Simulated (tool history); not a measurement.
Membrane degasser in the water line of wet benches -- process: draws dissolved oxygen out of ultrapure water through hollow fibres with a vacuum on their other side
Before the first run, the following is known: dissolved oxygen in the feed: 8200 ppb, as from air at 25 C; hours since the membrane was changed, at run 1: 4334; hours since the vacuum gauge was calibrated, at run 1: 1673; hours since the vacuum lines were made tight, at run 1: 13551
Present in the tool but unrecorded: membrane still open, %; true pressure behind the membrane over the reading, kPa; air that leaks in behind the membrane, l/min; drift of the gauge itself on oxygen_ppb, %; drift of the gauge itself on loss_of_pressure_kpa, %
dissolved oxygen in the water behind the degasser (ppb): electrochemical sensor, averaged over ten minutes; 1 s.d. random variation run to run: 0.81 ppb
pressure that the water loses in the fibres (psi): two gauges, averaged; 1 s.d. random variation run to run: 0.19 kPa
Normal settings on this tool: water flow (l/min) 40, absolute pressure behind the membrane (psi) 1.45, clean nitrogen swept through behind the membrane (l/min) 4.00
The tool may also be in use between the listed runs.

run      day  water flow (l/min)  absolute pressure behind the membrane (psi)  clean nitrogen swept through behind the membrane (l/min)  hours since the membrane was changed  hours since the vacuum gauge was calibrated  hours since the vacuum lines were made tight  dissolved oxygen in the water behind the degasser (ppb)  pressure that the water loses in the fibres (psi)
  1    0.000                  40                                         1.45                                                      4.00                                  4334                                         1673                                         13551                                                    164.1                                              5.841
  2    3.383                  40                                         1.45                                                      9.41                                  4415                                         1754                                         13633                                                     75.9                                              5.835
  3    5.779                  40                                         1.45                                                      9.41                                  4473                                         1812                                         13690                                                     75.9                                              5.836
  4    9.471                  40                                         1.45                                                      4.00                                  4561                                         1900                                         13779                                                    162.7                                              5.860
  5   11.683                  40                                         1.45                                                      4.00                                  4614                                         1954                                         13832                                                    163.9                                              5.889
  6   16.029                  58                                         1.45                                                      4.00                                  4719                                         2058                                         13936                                                    235.6                                              8.502
  7   18.829                  40                                         1.62                                                      4.00                                  4786                                         2125                                         14003                                                    189.2                                              5.861
  8   22.950                  40                                         1.62                                                      4.00                                  4885                                         2224                                         14102                                                    192.1                                              5.897
      24.333  -- seals of the vacuum lines changed
  9   27.475                  40                                         1.62                                                      4.00                                  4991                                         2331                                            75                                                    190.7                                              5.858
 10   30.221                  40                                         1.62                                                      4.00                                  5057                                         2396                                           141                                                    191.4                                              5.861
 11   33.388                  40                                         1.62                                                      4.00                                  5133                                         2472                                           217                                                    190.3                                              5.900
 12   37.238                  40                                         1.62                                                      4.00                                  5226                                         2565                                           310                                                    191.4                                              5.880
 13   41.338                  40                                         1.62                                                      4.00                                  5324                                         2663                                           408                                                    190.0                                              5.945
 14   43.533                  40                                         1.62                                                      4.00                                  5377                                         2716                                           461                                                    190.8                                              5.857
 15   46.517                  40                                         1.62                                                      4.00                                  5448                                         2788                                           532                                                    190.3                                              5.881
 16   50.483                  40                                         1.62                                                      4.00                                  5543                                         2883                                           628                                                    192.3                                              5.919
 17   54.375                  41                                         1.45                                                      4.00                                  5637                                         2976                                           721                                                    166.1                                              6.018
 18   57.329                  40                                         2.54                                                      2.24                                  5708                                         3047                                           792                                                    541.3                                              5.955
 19   60.571                  43                                         1.12                                                      2.24                                  5786                                         3125                                           870                                                    198.0                                              6.331
 20   64.962                  43                                         1.12                                                      2.24                                  5891                                         3230                                           975                                                    195.9                                              6.311
 21   67.388                  43                                         1.12                                                      2.24                                  5949                                         3289                                          1033                                                    196.5                                              6.335
 22   69.812                  40                                         1.45                                                      1.68                                  6007                                         3347                                          1092                                                    347.4                                              5.913
 23   72.842                  40                                         1.45                                                      1.68                                  6080                                         3419                                          1164                                                    346.5                                              5.931
 24   77.967                  40                                         2.87                                                      7.13                                  6203                                         3542                                          1287                                                    225.0                                              5.958
 25   80.871                  40                                         1.80                                                      5.18                                  6273                                         3612                                          1357                                                    171.8                                              5.973
 26   85.621                  40                                         0.96                                                     11.66                                  6387                                         3726                                          1471                                                     34.2                                              5.928
 27   89.471                  39                                         1.45                                                      4.00                                  6479                                         3818                                          1563                                                    159.7                                              5.800
 28   93.467                  39                                         1.45                                                      4.00                                  6575                                         3914                                          1659                                                    159.7                                              5.775
 29   96.188                  49                                         2.52                                                      2.48                                  6640                                         3980                                          1724                                                    595.5                                              7.248
 30   99.579                  49                                         2.52                                                      2.48                                  6722                                         4061                                          1806                                                    595.3                                              7.210
 31  103.804                  49                                         2.52                                                      2.48                                  6823                                         4162                                          1907                                                    590.4                                              7.279
 32  108.350                  27                                         1.45                                                      4.00                                  6932                                         4272                                          2016                                                    109.8                                              4.041

Consider 4 possible next runs. They are alternatives, not a sequence: every one starts from the tool as it was left by run 32. What does each give?
  A  110.700                  27                                         1.61                                                      3.83                                  6989                                         4328                                          2073                                                        ?                                                  ?
  B  110.700                  60                                         2.06                                                     11.58                                  6989                                         4328                                          2073                                                        ?                                                  ?
  C  110.700                  40                                         1.20                                                      6.00                                  6989                                         4328                                          2073                                                        ?                                                  ?
  D  110.700                  26                                         1.09                                                      2.15                                  6989                                         4328                                          2073                                                        ?                                                  ?

run  dissolved oxygen in the water behind the degasser (ppb)  pressure that the water loses in the fibres (psi)
  A                                                    134.2                                              3.978
  B                                                    153.1                                              8.958
  C                                                     87.2                                              5.957
  D                                                    122.2                                              3.851
With no hidden state in the tool, these same runs would have given:
run  dissolved oxygen in the water behind the degasser (ppb)  pressure that the water loses in the fibres (psi)
  A                                                    134.2                                              3.906
  B                                                    153.0                                              8.797
  C                                                     87.1                                              5.849
  D                                                    122.1                                              3.781
